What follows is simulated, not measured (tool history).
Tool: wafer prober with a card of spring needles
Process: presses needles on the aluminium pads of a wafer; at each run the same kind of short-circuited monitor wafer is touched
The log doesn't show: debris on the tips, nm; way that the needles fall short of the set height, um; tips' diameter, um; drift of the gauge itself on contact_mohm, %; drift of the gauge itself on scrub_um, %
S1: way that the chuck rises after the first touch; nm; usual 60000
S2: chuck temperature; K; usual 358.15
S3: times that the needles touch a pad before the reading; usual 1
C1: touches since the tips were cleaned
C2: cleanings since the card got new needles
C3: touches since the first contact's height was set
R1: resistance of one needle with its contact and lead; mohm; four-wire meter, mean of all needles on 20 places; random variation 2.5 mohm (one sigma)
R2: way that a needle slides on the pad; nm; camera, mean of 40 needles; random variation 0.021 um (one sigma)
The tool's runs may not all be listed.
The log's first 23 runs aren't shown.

-- hour=258.5 tips cleaned on abrasive film
-- hour=271.7 tips cleaned on abrasive film
run 24 hour=273.2 | S1=46000 S2=358.15 S3=1 | C1=408 C2=53 C3=4355 | R1=312 R2=5900
run 25 hour=281.5 | S1=60000 S2=358.15 S3=2 | C1=2614 C2=53 C3=6561 | R1=316 R2=7660
-- hour=284.1 tips cleaned on abrasive film
run 26 hour=295.1 | S1=59000 S2=363.15 S3=2 | C1=2955 C2=54 C3=10186 | R1=318 R2=7530
-- hour=296.4 tips cleaned on abrasive film
run 27 hour=303.8 | S1=52000 S2=375.15 S3=1 | C1=1962 C2=55 C3=12478 | R1=343 R2=6640
-- hour=309.1 tips cleaned on abrasive film
run 28 hour=312.8 | S1=50000 S2=351.15 S3=1 | C1=999 C2=56 C3=14873 | R1=325 R2=6390
-- hour=322.5 tips cleaned on abrasive film
run 29 hour=323.2 | S1=50000 S2=351.15 S3=1 | C1=186 C2=57 C3=17630 | R1=305 R2=6370
-- hour=335.7 tips cleaned on abrasive film
run 30 hour=337.3 | S1=52000 S2=381.15 S3=1 | C1=421 C2=58 C3=21368 | R1=317 R2=6620
-- hour=348.2 tips cleaned on abrasive film
run 31 hour=351.9 | S1=77000 S2=358.15 S3=2 | C1=999 C2=59 C3=25273 | R1=298 R2=9830
run 32 hour=359.7 | S1=77000 S2=358.15 S3=2 | C1=3071 C2=59 C3=27345 | R1=306 R2=9810
-- hour=361.2 tips cleaned on abrasive film
-- hour=374.4 tips cleaned on abrasive film
run 33 hour=375.7 | S1=77000 S2=358.15 S3=2 | C1=328 C2=61 C3=31575 | R1=295 R2=9800
-- hour=387.0 tips cleaned on abrasive film
run 34 hour=389.4 | S1=79000 S2=347.15 S3=1 | C1=631 C2=62 C3=35227 | R1=293 R2=10020

3 ways to go on from here, each from the tool as it stands after run 34. What would each give?
run A hour=398.1 | S1=79000 S2=310.15 S3=1 | C1=2952 C2=62 C3=37548 | R1=? R2=?
run B hour=398.1 | S1=66000 S2=358.15 S3=1 | C1=2952 C2=62 C3=37548 | R1=? R2=?
run C hour=398.1 | S1=79000 S2=377.15 S3=1 | C1=2952 C2=62 C3=37548 | R1=? R2=?

run=A R1=303 R2=10050
run=B R1=330 R2=8400
run=C R1=321 R2=10050
Without the tool's hidden state the same runs would have given:
run=A R1=272 R2=10140
run=B R1=291 R2=8490
run=C R1=293 R2=10140

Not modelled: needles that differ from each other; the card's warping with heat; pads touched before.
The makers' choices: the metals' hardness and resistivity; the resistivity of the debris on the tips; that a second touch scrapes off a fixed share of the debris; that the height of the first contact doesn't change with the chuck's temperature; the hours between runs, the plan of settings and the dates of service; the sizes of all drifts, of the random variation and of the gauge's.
